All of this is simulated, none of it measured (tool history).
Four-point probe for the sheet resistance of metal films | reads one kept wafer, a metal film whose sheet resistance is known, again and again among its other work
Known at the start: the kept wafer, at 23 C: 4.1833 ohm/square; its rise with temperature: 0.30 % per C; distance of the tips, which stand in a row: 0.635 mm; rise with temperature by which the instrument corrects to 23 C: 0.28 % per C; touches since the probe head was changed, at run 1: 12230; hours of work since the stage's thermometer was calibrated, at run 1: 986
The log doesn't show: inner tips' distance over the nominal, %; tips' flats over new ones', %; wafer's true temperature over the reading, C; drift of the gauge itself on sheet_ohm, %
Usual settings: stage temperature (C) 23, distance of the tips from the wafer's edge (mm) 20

| run | day | stage temperature (C) | distance of the tips from the wafer's edge (mm) | touches since the probe head was changed | hours of work since the stage's thermometer was calibrated | sheet resistance as the instrument gives it (ohm/square) |
|---|---|---|---|---|---|---|
| 1 | 0 | 23 | 20 | 12230 | 986 | 4.201669 |
| 2 | 0.454 | 23 | 20 | 12751 | 993 | 4.202439 |
| 3 | 1.096 | 23 | 20 | 13485 | 1004 | 4.202006 |
| 4 | 1.496 | 23 | 20 | 13944 | 1011 | 4.203829 |
| 5 | 2.046 | 23 | 20 | 14578 | 1020 | 4.201539 |
| 6 | 2.412 | 23 | 20 | 14994 | 1026 | 4.202007 |
| 7 | 2.904 | 23 | 20 | 15560 | 1034 | 4.200988 |
| 8 | 3.412 | 23 | 20 | 16141 | 1042 | 4.202939 |
| 9 | 3.729 | 23 | 20 | 16504 | 1048 | 4.201071 |
|  | 3.804 | stage's thermometer calibrated |
| 10 | 4.058 | 23 | 20 | 16861 | 4 | 4.200999 |
| 11 | 4.692 | 22 | 17 | 17583 | 15 | 4.201112 |
| 12 | 5.188 | 24 | 57 | 18155 | 23 | 4.200461 |
| 13 | 5.717 | 24 | 11 | 18759 | 32 | 4.207253 |
| 14 | 6.117 | 23 | 4 | 19218 | 38 | 4.256372 |
| 15 | 6.671 | 23 | 4 | 19854 | 47 | 4.256156 |
| 16 | 6.996 | 23 | 4 | 20229 | 53 | 4.25584 |
| 17 | 7.658 | 19 | 40 | 20985 | 64 | 4.196758 |
| 18 | 8.246 | 29 | 17 | 21660 | 73 | 4.205254 |
|  | 8.317 | stage's thermometer calibrated, once more |
| 19 | 8.888 | 28 | 16 | 22371 | 9 | 4.211236 |
| 20 | 9.458 | 22 | 4 | 23028 | 19 | 4.259851 |

How the hidden state differs across the entries between the runs, from the last listed run before each to the first after it:
Between runs 9 and 10: stage's thermometer calibrated (day 3.804)
  inner tips' distance over the nominal, %: 0.411 -> 0.412; wafer's true temperature over the reading, C: -0.17 -> -0.26
  measured less the result without the state, sheet resistance as the instrument gives it (ohm/square): +0.016507 -> +0.015432
Between runs 18 and 19: stage's thermometer calibrated, once more (day 8.317)
  inner tips' distance over the nominal, %: 0.423 -> 0.424; wafer's true temperature over the reading, C: -0.27 -> 0.08
  measured less the result without the state, sheet resistance as the instrument gives it (ohm/square): +0.015878 -> +0.020215

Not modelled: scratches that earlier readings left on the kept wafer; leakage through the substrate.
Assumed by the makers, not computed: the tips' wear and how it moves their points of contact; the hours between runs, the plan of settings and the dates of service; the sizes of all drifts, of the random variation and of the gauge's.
